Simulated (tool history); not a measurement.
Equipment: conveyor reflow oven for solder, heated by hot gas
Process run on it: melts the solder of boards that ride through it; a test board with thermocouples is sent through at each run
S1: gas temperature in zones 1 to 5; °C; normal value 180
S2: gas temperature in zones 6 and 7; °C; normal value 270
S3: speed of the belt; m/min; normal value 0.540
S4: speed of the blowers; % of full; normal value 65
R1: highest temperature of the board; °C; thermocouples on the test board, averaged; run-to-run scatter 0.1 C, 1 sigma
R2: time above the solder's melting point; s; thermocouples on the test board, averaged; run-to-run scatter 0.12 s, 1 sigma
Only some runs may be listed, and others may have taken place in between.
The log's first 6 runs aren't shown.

run,hour,S1,S2,S3,S4,R1,R2
7,77.7,180,270,0.540,65,254.8,71.3
# hour 88.3: flux residue cleaned out of gas plates and filters
8,98.7,174,270,0.540,65,256.5,70.6
9,116.6,174,270,0.540,65,256.5,70.7
10,128.0,174,270,0.540,65,256.5,70.5
11,142.5,180,270,0.540,65,257.4,73.7
12,156.8,180,270,0.540,65,257.3,73.7
13,174.3,180,270,0.540,65,257.2,73.8
14,190.0,180,270,0.540,65,257.1,73.8
15,208.6,180,270,0.540,65,257.2,73.6
16,225.6,180,270,0.540,68,257.5,74.2
17,242.0,180,270,0.540,68,257.6,74.2
18,258.9,180,267,0.540,80,256.6,73.9

Run 19 has not been measured yet. What should we expect?
19,269.0,180,267,0.540,80,?,?

{"run 19": {"R1": 256.5, "R2": 73.8}}
Had the tool carried no hidden state, the very same run would have given R1 256.6 °C, R2 73.5 s.

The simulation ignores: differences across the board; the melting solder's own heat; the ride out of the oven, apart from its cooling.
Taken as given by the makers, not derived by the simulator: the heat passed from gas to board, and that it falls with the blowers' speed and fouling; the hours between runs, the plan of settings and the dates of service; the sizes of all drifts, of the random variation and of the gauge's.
